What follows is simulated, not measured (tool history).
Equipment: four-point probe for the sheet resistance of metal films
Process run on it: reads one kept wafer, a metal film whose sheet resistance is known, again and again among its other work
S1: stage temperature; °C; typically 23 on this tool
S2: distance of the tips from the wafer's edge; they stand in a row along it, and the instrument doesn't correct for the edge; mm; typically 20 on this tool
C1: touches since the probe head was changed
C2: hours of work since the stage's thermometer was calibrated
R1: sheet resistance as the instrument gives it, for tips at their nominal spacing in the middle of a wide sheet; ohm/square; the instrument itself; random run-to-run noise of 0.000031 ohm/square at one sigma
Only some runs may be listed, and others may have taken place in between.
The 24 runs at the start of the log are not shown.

run 25 hour=738.6 | S1=32 S2=3 | C1=20537 C2=60 | R1=0.160873
run 26 hour=760.0 | S1=23 S2=8 | C1=20852 C2=70 | R1=0.156790
run 27 hour=784.6 | S1=23 S2=8 | C1=21215 C2=81 | R1=0.156810
run 28 hour=804.3 | S1=23 S2=8 | C1=21505 C2=90 | R1=0.156798
run 29 hour=839.9 | S1=29 S2=31 | C1=22029 C2=106 | R1=0.156884
run 30 hour=875.3 | S1=30 S2=7 | C1=22550 C2=122 | R1=0.157579
run 31 hour=897.1 | S1=28 S2=4 | C1=22871 C2=132 | R1=0.158857
run 32 hour=932.3 | S1=29 S2=30 | C1=23389 C2=147 | R1=0.156939
run 33 hour=967.9 | S1=28 S2=22 | C1=23913 C2=164 | R1=0.156832
run 34 hour=1004.2 | S1=19 S2=62 | C1=24448 C2=180 | R1=0.155934
run 35 hour=1031.8 | S1=19 S2=62 | C1=24855 C2=192 | R1=0.155952
run 36 hour=1049.8 | S1=26 S2=24 | C1=25120 C2=200 | R1=0.156683
run 37 hour=1071.9 | S1=26 S2=24 | C1=25445 C2=210 | R1=0.156769
run 38 hour=1095.3 | S1=19 S2=3 | C1=25789 C2=221 | R1=0.159547
run 39 hour=1124.1 | S1=19 S2=3 | C1=26212 C2=234 | R1=0.159595

Below are 5 alternative next runs, each starting from the tool's condition after run 39. Predict each:
run A hour=1149.7 | S1=27 S2=3 | C1=26590 C2=246 | R1=?
run B hour=1149.7 | S1=19 S2=30 | C1=26590 C2=246 | R1=?
run C hour=1149.7 | S1=21 S2=8 | C1=26590 C2=246 | R1=?
run D hour=1149.7 | S1=19 S2=56 | C1=26590 C2=246 | R1=?
run E hour=1149.7 | S1=21 S2=20 | C1=26590 C2=246 | R1=?

run=A R1=0.160436
run=B R1=0.155991
run=C R1=0.156640
run=D R1=0.155952
run=E R1=0.156237
With no hidden state in the tool, these same runs would have given:
run=A R1=0.160188
run=B R1=0.155751
run=C R1=0.156399
run=D R1=0.155712
run=E R1=0.155996
